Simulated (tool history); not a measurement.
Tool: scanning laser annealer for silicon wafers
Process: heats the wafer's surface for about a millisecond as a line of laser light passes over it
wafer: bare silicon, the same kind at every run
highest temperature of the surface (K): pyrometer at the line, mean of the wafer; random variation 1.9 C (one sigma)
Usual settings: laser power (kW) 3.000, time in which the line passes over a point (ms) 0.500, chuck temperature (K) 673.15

run,hour,laser power (kW),time in which the line passes over a point (ms),chuck temperature (K),highest temperature of the surface (K)
1,0.0,3.000,0.500,673.15,1394.15
2,58.2,3.000,0.500,641.15,1360.15
3,96.0,3.000,0.471,641.15,1339.15
4,145.9,3.000,0.471,641.15,1335.15
5,181.4,3.000,0.500,703.15,1412.15
6,213.6,3.000,0.500,673.15,1383.15
7,274.5,3.000,0.500,673.15,1377.15
8,313.5,3.000,0.500,673.15,1370.15
9,350.3,3.000,0.500,645.15,1345.15
10,388.7,3.191,0.365,694.15,1347.15
11,428.4,3.296,0.365,694.15,1371.15
# hour 457.2: optics aligned, line set to its width
12,494.4,3.224,0.440,696.15,1432.15

Forecast each of these 4 alternatives for the next run:
A,556.4,2.960,0.440,666.15,?
B,556.4,2.665,0.440,696.15,?
C,556.4,2.767,0.402,644.15,?
D,556.4,2.977,0.418,708.15,?

run,highest temperature of the surface (K)
A,1321.15
B,1277.15
C,1226.15
D,1354.15
Without the tool's hidden state the same runs would have given:
run,highest temperature of the surface (K)
A,1378.15
B,1327.15
C,1276.15
D,1410.15
